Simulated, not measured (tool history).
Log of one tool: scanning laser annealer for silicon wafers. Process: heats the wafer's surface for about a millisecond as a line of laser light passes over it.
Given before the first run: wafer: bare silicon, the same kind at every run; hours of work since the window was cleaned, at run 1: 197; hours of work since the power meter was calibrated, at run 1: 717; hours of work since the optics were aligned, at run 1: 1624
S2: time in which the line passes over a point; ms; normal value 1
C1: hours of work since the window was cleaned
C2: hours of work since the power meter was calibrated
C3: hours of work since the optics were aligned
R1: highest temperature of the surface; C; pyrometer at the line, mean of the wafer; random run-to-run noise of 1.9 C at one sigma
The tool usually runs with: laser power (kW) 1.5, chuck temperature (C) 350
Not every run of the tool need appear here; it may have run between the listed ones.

{"run": 1, "hour": 0.0, "laser power (kW)": 1.5, "S2": 1, "chuck temperature (C)": 350, "C1": 197, "C2": 717, "C3": 1624, "R1": 1064}
{"run": 2, "hour": 61.8, "laser power (kW)": 1.5, "S2": 1, "chuck temperature (C)": 350, "C1": 232, "C2": 752, "C3": 1659, "R1": 1062}
{"run": 3, "hour": 119.7, "laser power (kW)": 1.5, "S2": 1, "chuck temperature (C)": 350, "C1": 265, "C2": 785, "C3": 1692, "R1": 1057}
{"run": 4, "hour": 187.9, "laser power (kW)": 1.589, "S2": 1, "chuck temperature (C)": 350, "C1": 304, "C2": 824, "C3": 1730, "R1": 1103}
{"run": 5, "hour": 260.4, "laser power (kW)": 1.5, "S2": 1, "chuck temperature (C)": 350, "C1": 345, "C2": 865, "C3": 1772, "R1": 1051}
{"run": 6, "hour": 334.1, "laser power (kW)": 1.619, "S2": 1, "chuck temperature (C)": 350, "C1": 387, "C2": 907, "C3": 1813, "R1": 1114}
{"run": 7, "hour": 400.1, "laser power (kW)": 1.619, "S2": 1, "chuck temperature (C)": 350, "C1": 424, "C2": 945, "C3": 1851, "R1": 1115}
{"hour": 434.9, "done": "optics aligned, line set to its width"}
{"run": 8, "hour": 452.9, "laser power (kW)": 1.619, "S2": 1, "chuck temperature (C)": 350, "C1": 452, "C2": 972, "C3": 10, "R1": 1115}
{"run": 9, "hour": 499.6, "laser power (kW)": 1.619, "S2": 1, "chuck temperature (C)": 358, "C1": 478, "C2": 998, "C3": 37, "R1": 1122}
{"run": 10, "hour": 543.1, "laser power (kW)": 1.474, "S2": 1, "chuck temperature (C)": 350, "C1": 503, "C2": 1023, "C3": 62, "R1": 1034}
{"run": 11, "hour": 580.3, "laser power (kW)": 1.5, "S2": 1, "chuck temperature (C)": 350, "C1": 524, "C2": 1044, "C3": 83, "R1": 1049}
{"run": 12, "hour": 646.1, "laser power (kW)": 1.5, "S2": 1, "chuck temperature (C)": 312, "C1": 562, "C2": 1082, "C3": 120, "R1": 1008}
{"run": 13, "hour": 708.1, "laser power (kW)": 1.5, "S2": 1, "chuck temperature (C)": 312, "C1": 597, "C2": 1117, "C3": 155, "R1": 1007}
{"run": 14, "hour": 768.2, "laser power (kW)": 1.5, "S2": 1.14, "chuck temperature (C)": 312, "C1": 631, "C2": 1151, "C3": 190, "R1": 1056}
{"run": 15, "hour": 800.2, "laser power (kW)": 1.5, "S2": 1.14, "chuck temperature (C)": 312, "C1": 649, "C2": 1169, "C3": 208, "R1": 1051}
{"run": 16, "hour": 860.5, "laser power (kW)": 1.5, "S2": 1.14, "chuck temperature (C)": 312, "C1": 683, "C2": 1204, "C3": 242, "R1": 1051}
{"hour": 918.9, "done": "window over the wafer cleaned"}
{"run": 17, "hour": 923.5, "laser power (kW)": 1.5, "S2": 1, "chuck temperature (C)": 350, "C1": 3, "C2": 1238, "C3": 277, "R1": 1074}
{"run": 18, "hour": 953.8, "laser power (kW)": 1.5, "S2": 1, "chuck temperature (C)": 350, "C1": 20, "C2": 1256, "C3": 294, "R1": 1074}
{"run": 19, "hour": 1012.1, "laser power (kW)": 1.5, "S2": 1, "chuck temperature (C)": 350, "C1": 53, "C2": 1289, "C3": 327, "R1": 1067}
{"run": 20, "hour": 1065.4, "laser power (kW)": 1.5, "S2": 1, "chuck temperature (C)": 350, "C1": 83, "C2": 1319, "C3": 357, "R1": 1072}
{"run": 21, "hour": 1113.8, "laser power (kW)": 1.5, "S2": 1, "chuck temperature (C)": 350, "C1": 111, "C2": 1347, "C3": 385, "R1": 1067}
{"run": 22, "hour": 1147.0, "laser power (kW)": 1.5, "S2": 1, "chuck temperature (C)": 361, "C1": 130, "C2": 1365, "C3": 404, "R1": 1077}
{"run": 23, "hour": 1217.3, "laser power (kW)": 1.315, "S2": 1, "chuck temperature (C)": 350, "C1": 170, "C2": 1405, "C3": 444, "R1": 966}
{"run": 24, "hour": 1253.0, "laser power (kW)": 1.321, "S2": 0.75, "chuck temperature (C)": 359, "C1": 190, "C2": 1426, "C3": 464, "R1": 887}
{"run": 25, "hour": 1289.3, "laser power (kW)": 1.275, "S2": 1.08, "chuck temperature (C)": 359, "C1": 211, "C2": 1446, "C3": 485, "R1": 975}
{"run": 26, "hour": 1351.5, "laser power (kW)": 1.489, "S2": 1.1, "chuck temperature (C)": 355, "C1": 246, "C2": 1482, "C3": 520, "R1": 1091}
{"run": 27, "hour": 1419.2, "laser power (kW)": 1.489, "S2": 0.98, "chuck temperature (C)": 373, "C1": 284, "C2": 1520, "C3": 559, "R1": 1064}
{"run": 28, "hour": 1461.9, "laser power (kW)": 1.601, "S2": 0.98, "chuck temperature (C)": 357, "C1": 309, "C2": 1544, "C3": 583, "R1": 1101}
{"run": 29, "hour": 1495.7, "laser power (kW)": 1.601, "S2": 0.98, "chuck temperature (C)": 357, "C1": 328, "C2": 1564, "C3": 602, "R1": 1100}
{"run": 30, "hour": 1549.0, "laser power (kW)": 1.601, "S2": 0.87, "chuck temperature (C)": 321, "C1": 358, "C2": 1594, "C3": 632, "R1": 1020}
{"run": 31, "hour": 1601.8, "laser power (kW)": 1.484, "S2": 0.84, "chuck temperature (C)": 350, "C1": 388, "C2": 1624, "C3": 662, "R1": 977}
{"run": 32, "hour": 1656.7, "laser power (kW)": 1.504, "S2": 1.25, "chuck temperature (C)": 370, "C1": 420, "C2": 1655, "C3": 694, "R1": 1156}
{"run": 33, "hour": 1727.9, "laser power (kW)": 1.456, "S2": 0.81, "chuck temperature (C)": 338, "C1": 460, "C2": 1696, "C3": 734, "R1": 939}
{"run": 34, "hour": 1772.1, "laser power (kW)": 1.566, "S2": 1.24, "chuck temperature (C)": 350, "C1": 485, "C2": 1721, "C3": 759, "R1": 1166}

Hidden condition of the tool, last listed run before each entry between runs versus first listed run after:
Logged between run 7 and run 8: optics aligned, line set to its width (hour 434.9)
  light that passes the window, % of a clean one's: 97 -> 96.82; laser's true power over the reading, %: -0.85 -> -0.87; width of the line over the set one, %: 2.41 -> 0.25
  measured value less the no-hidden-state value, R1: -44 -> -37 C
Logged between run 16 and run 17: window over the wafer cleaned (hour 918.9)
  light that passes the window, % of a clean one's: 95.2 -> 99.58; laser's true power over the reading, %: -1.02 -> -1.04; width of the line over the set one, %: 0.54 -> 0.58
  measured value less the no-hidden-state value, R1: -53 -> -14 C
